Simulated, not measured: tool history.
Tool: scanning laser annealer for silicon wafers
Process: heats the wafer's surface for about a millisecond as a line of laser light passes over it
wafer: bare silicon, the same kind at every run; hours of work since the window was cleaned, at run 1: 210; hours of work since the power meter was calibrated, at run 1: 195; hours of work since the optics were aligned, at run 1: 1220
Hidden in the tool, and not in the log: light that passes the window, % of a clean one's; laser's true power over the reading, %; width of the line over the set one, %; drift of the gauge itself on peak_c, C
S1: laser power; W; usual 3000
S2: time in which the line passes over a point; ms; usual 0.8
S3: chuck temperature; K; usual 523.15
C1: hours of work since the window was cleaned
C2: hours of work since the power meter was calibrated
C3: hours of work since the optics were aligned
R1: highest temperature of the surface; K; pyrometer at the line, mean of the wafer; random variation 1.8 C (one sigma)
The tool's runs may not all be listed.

{"run": 1, "hour": 0.0, "S1": 3000, "S2": 0.8, "S3": 523.15, "C1": 210, "C2": 195, "C3": 1220, "R1": 1246.15}
{"run": 2, "hour": 7.9, "S1": 2723, "S2": 0.8, "S3": 523.15, "C1": 214, "C2": 199, "C3": 1224, "R1": 1161.15}
{"run": 3, "hour": 25.0, "S1": 2723, "S2": 0.8, "S3": 523.15, "C1": 223, "C2": 208, "C3": 1232, "R1": 1164.15}
{"run": 4, "hour": 35.7, "S1": 2723, "S2": 0.8, "S3": 523.15, "C1": 229, "C2": 214, "C3": 1238, "R1": 1164.15}
{"run": 5, "hour": 43.8, "S1": 2723, "S2": 0.8, "S3": 523.15, "C1": 233, "C2": 218, "C3": 1242, "R1": 1162.15}
{"run": 6, "hour": 59.4, "S1": 2723, "S2": 0.8, "S3": 523.15, "C1": 241, "C2": 226, "C3": 1250, "R1": 1160.15}
{"run": 7, "hour": 72.9, "S1": 2707, "S2": 0.636, "S3": 485.15, "C1": 248, "C2": 233, "C3": 1257, "R1": 1047.15}
{"run": 8, "hour": 81.2, "S1": 2707, "S2": 0.636, "S3": 485.15, "C1": 252, "C2": 237, "C3": 1261, "R1": 1041.15}
{"run": 9, "hour": 89.0, "S1": 2646, "S2": 0.659, "S3": 558.15, "C1": 256, "C2": 241, "C3": 1265, "R1": 1112.15}
{"run": 10, "hour": 100.7, "S1": 3204, "S2": 0.8, "S3": 523.15, "C1": 262, "C2": 247, "C3": 1271, "R1": 1303.15}

4 ways to go on from here, each from the tool as it stands after run 10. What would each give?
{"run": "A", "hour": 117.8, "S1": 3195, "S2": 0.639, "S3": 523.15, "C1": 271, "C2": 256, "C3": 1280, "R1": "?"}
{"run": "B", "hour": 117.8, "S1": 3153, "S2": 0.571, "S3": 505.15, "C1": 271, "C2": 256, "C3": 1280, "R1": "?"}
{"run": "C", "hour": 117.8, "S1": 3112, "S2": 0.982, "S3": 506.15, "C1": 271, "C2": 256, "C3": 1280, "R1": "?"}
{"run": "D", "hour": 117.8, "S1": 3204, "S2": 0.747, "S3": 523.15, "C1": 271, "C2": 256, "C3": 1280, "R1": "?"}

run=A R1=1210.15
run=B R1=1139.15
run=C R1=1347.15
run=D R1=1273.15
Without the tool's hidden state the same runs would have given:
run=A R1=1248.15
run=B R1=1174.15
run=C R1=1394.15
run=D R1=1315.15
